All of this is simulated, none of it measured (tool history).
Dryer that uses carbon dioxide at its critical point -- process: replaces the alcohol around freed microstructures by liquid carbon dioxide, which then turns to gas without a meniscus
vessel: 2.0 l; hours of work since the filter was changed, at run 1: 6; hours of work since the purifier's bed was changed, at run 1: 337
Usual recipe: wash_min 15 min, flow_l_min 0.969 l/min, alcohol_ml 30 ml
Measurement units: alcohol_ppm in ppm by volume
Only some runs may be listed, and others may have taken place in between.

run,hour,wash_min,flow_l_min,alcohol_ml,hours of work since the filter was changed,hours of work since the purifier's bed was changed,alcohol_ppm
1,0,15,0.969,30,6,337,81
2,14.2,15,0.969,30,14,346,92
3,32.7,15,0.969,30,26,357,88
4,47.4,15,0.969,30,35,366,93
5,57,15,0.969,30,41,372,92
6,75.8,15,0.969,30,52,384,103
7,87.1,15,0.969,30,59,391,96
8,104.4,15,0.969,30,70,401,108
9,125.2,15,0.969,30,82,414,98
10,139.3,15,0.969,57,91,423,153
11,148.5,12,0.969,30,97,428,199
12,170,15,0.969,30,110,441,112
13,181.8,15,0.697,30,117,449,301
14,192.2,15,0.697,30,124,455,300
15,203.5,15,1.288,30,131,462,76
16,217,15,1.288,30,139,470,81
17,235.1,15,0.969,30,150,481,123
18,246.1,15,0.969,30,157,488,133
19,266.7,15,1.16,30,169,501,89
20,281.6,15,1.16,30,178,510,96
21,292.8,13,0.969,30,185,517,194
22,308.9,13,0.969,30,195,527,203
23,318.3,13,0.969,30,201,532,206
24,333.9,13,0.741,30,211,542,457
25,352.7,19,1.237,30,222,554,87
26,370.5,19,1.237,30,233,565,83
27,387.2,19,1.237,30,243,575,93
28,401.1,19,1.237,30,252,583,82
29,422.6,11,1.467,103,265,596,236
30,438.4,11,1.479,25,275,606,128
31,459.3,9,0.783,63,288,619,2588
32,469.4,24,1.332,32,294,625,84
33,480.9,24,1.332,32,301,632,82
34,489.9,15,0.957,50,306,638,243
35,499.3,23,0.926,88,312,644,104
36,519.9,22,0.969,93,325,656,120
37,529,15,0.969,67,330,662,299
38,544,13,0.969,30,340,671,276
39,557.4,20,1.328,119,348,679,99
# hour 568.4: inlet filter changed
40,571.4,20,1.328,119,2,687,95
41,589.2,20,1.328,119,13,698,99
42,610.2,15,0.663,24,26,711,267
43,630.5,15,0.663,24,38,724,281
44,648.8,15,0.793,39,49,735,249
45,659.6,9,0.851,39,56,741,915
46,672.8,9,0.851,39,64,750,951

Branching from run 46: 3 alternative next runs. What would each branch give?
A,686.3,11,0.911,38,72,758,?
B,686.3,21,1.081,65,72,758,?
C,686.3,20,1.384,33,72,758,?

run,alcohol_ppm
A,418
B,124
C,107
Had the tool no hidden state, the same runs would have come out as:
run,alcohol_ppm
A,270
B,20
C,3
